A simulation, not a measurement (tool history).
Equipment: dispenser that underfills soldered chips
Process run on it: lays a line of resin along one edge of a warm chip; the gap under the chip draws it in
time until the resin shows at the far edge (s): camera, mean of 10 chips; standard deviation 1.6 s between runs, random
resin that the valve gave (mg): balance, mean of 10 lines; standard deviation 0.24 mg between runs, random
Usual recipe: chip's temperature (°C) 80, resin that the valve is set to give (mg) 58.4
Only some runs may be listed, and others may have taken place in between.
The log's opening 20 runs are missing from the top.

run	hour	chip's temperature (°C)	resin that the valve is set to give (mg)	time until the resin shows at the far edge (s)	resin that the valve gave (mg)
# hour 104: new syringe of resin
21	107.6	76	68.3	215.8	63.82
22	113	76	68.3	263.4	64.26
23	120.1	69	62.7	446.3	58.45
# hour 122.2: new syringe of resin
24	124.8	69	70.8	266.9	66.47
# hour 126.6: dispensing valve cleaned and set on the balance
25	129.5	81	69.1	192	68.81
26	133	82	63.4	215.9	64.03
27	138.9	82	63.4	266	63.11
# hour 141.5: new syringe of resin
28	145.3	82	61.3	169.6	60.7
29	148.4	67	58.4	352.3	58.13
30	155.2	94	68.7	158.2	68.11
31	159.1	94	68.7	186.6	68.05
# hour 160: new syringe of resin
32	164.8	94	68.7	111.7	68.04
33	171.4	94	61.1	144.7	60.43
34	176.1	94	58.4	174.3	57.71
# hour 178.4: new syringe of resin
35	179.6	70	50.9	249	50.04
36	184.5	70	50.9	301.9	50.27

Here are 4 independent what-if runs from the current tool condition. What would each one return?
A	188.7	67	72.4	?	?
B	188.7	93	58.4	?	?
C	188.7	84	66.3	?	?
D	188.7	87	75	?	?

run	time until the resin shows at the far edge (s)	resin that the valve gave (mg)
A	385.9	70.7
B	140.7	57.07
C	201.2	65.1
D	177.6	73.55
Take away the tool's hidden state, keep each run's random variation, and the runs would have read:
run	time until the resin shows at the far edge (s)	resin that the valve gave (mg)
A	268.8	72.05
B	97.9	58.16
C	140	66.33
D	123.7	74.95
